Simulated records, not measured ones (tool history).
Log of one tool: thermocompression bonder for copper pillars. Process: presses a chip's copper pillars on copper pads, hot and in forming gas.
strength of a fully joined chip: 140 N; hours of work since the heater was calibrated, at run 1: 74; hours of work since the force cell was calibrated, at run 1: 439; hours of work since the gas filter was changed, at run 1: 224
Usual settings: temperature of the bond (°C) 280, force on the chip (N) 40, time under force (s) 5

run   hour  temperature of the bond (°C)  force on the chip (N)  time under force (s)  hours of work since the heater was calibrated  hours of work since the force cell was calibrated  hours of work since the gas filter was changed  force that shears a chip off (N)
  1      0                           280                     40                     5                                             74                                                439                                             224                              62.9
  2      4                           280                     40                     5                                             76                                                441                                             227                              63.5
  3     10                           280                     40                     5                                             80                                                445                                             231                              64.3
  4   18.4                           280                     40                     5                                             86                                                450                                             236                              63.2
  5   26.8                           258                     40                     5                                             91                                                456                                             241                                47
  6   34.5                           258                     40                     5                                             96                                                461                                             246                              46.4
  7   42.4                           258                     40                     9                                            101                                                466                                             251                              58.6
  8   50.4                           258                     40                     9                                            106                                                471                                             256                              60.4
  9   54.5                           280                     40                    10                                            108                                                473                                             259                              80.6
 10   63.4                           280                     40                    10                                            114                                                479                                             264                              79.3
 11   67.7                           255                     40                     5                                            116                                                481                                             267                              44.9
      70.5  -- heater calibrated with a thermocouple chip
 12   76.2                           255                     40                     5                                              4                                                486                                             271                              45.4
 13     81                           280                     40                     5                                              7                                                489                                             274                              63.1
 14   87.4                           280                     40                     5                                             11                                                493                                             278                              63.6
 15   94.5                           280                     40                     5                                             15                                                497                                             283                              63.2
      98.5  -- heater calibrated with a thermocouple chip, once more
 16  102.1                           258                     40                     3                                              2                                                501                                             286                              37.5
 17    106                           258                     40                     4                                              5                                                503                                             289                              41.6

The next listed run, before its measurement:
 18   112                           280                     49                     4                                              8                                                507                                             292                                 ?

force that shears a chip off (N): 69.9
Without the tool's hidden state the same run would have given force that shears a chip off (N) 75.6.
